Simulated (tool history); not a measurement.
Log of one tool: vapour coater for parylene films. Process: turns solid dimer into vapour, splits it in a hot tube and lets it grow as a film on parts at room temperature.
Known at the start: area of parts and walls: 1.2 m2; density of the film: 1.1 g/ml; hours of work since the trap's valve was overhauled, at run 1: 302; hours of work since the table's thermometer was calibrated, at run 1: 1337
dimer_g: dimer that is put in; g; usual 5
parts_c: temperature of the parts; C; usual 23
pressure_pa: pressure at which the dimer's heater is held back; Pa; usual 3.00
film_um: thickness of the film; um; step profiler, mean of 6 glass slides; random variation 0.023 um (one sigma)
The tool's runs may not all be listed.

run,hour,dimer_g,parts_c,pressure_pa,hours of work since the trap's valve was overhauled,hours of work since the table's thermometer was calibrated,film_um
1,0.0,5,23,3.00,302,1337,2.57
2,39.4,5,23,3.00,332,1368,2.61
# hour 47.3: trap's valve overhauled
3,111.8,5,23,3.00,50,1421,2.63
4,148.2,5,23,4.48,78,1450,2.41
5,197.1,5,23,4.48,117,1488,2.38
6,226.9,5,23,4.48,140,1511,2.43
7,266.9,5,23,7.05,171,1542,2.18
8,302.4,5,22,3.00,198,1570,2.71
# hour 351.2: table's thermometer calibrated
9,355.2,5,22,3.00,239,3,2.70
10,400.2,5,22,3.00,274,38,2.68
11,457.0,5,23,3.00,318,82,2.58
# hour 484.6: trap's valve overhauled
12,496.6,5,23,3.00,9,110,2.60
13,544.3,5,23,3.00,46,147,2.60
14,603.6,5,23,2.85,93,193,2.64
15,655.3,5,23,3.00,133,233,2.60
16,716.2,5,23,3.00,180,281,2.61
17,770.8,5,23,3.00,223,323,2.64
18,804.9,5,23,3.00,249,350,2.67
19,842.8,5,23,2.66,279,379,2.65
20,912.9,8,21,3.72,333,434,4.28
# hour 922.5: trap's valve overhauled
21,950.7,8,21,3.72,22,460,4.31
22,984.8,8,34,11.80,48,487,2.14
23,1037.5,8,34,11.80,89,528,2.13
24,1078.6,8,34,11.80,121,560,2.13
25,1133.9,3,33,4.94,164,603,0.98
26,1197.5,6,16,5.05,214,652,3.69
27,1255.1,6,16,5.05,259,697,3.64
28,1286.8,3,17,9.03,283,722,1.57
# hour 1356.7: trap's valve overhauled
29,1356.7,5,30,8.18,0,773,1.65
30,1391.2,5,22,3.00,27,800,2.69
31,1422.7,5,20,3.00,51,824,2.90
32,1468.5,6,20,3.08,87,860,3.45
33,1500.5,4,24,3.00,112,885,2.01
34,1545.5,4,24,3.00,147,920,2.03
35,1611.9,2,28,3.00,198,971,0.85
36,1661.7,5,15,10.52,237,1010,2.71
37,1703.4,5,15,10.52,270,1042,2.72

How the hidden state differs across the entries between the runs, from the last listed run before each to the first after it:
Between runs 2 and 3: trap's valve overhauled (hour 47.3)
  vapour lost through the trap's worn valve, %: 0.3 -> 0.1
Between runs 8 and 9: table's thermometer calibrated (hour 351.2)
  vapour lost through the trap's worn valve, %: 0.2 -> 0.3; true temperature of the parts over the reading, C: 0.03 -> 0
Between runs 11 and 12: trap's valve overhauled (hour 484.6)
  vapour lost through the trap's worn valve, %: 0.3 -> 0
Between runs 20 and 21: trap's valve overhauled (hour 922.5)
  vapour lost through the trap's worn valve, %: 0.4 -> 0
Between runs 28 and 29: trap's valve overhauled (hour 1356.7)
  vapour lost through the trap's worn valve, %: 0.3 -> 0; true temperature of the parts over the reading, C: 0.01 -> 0.02
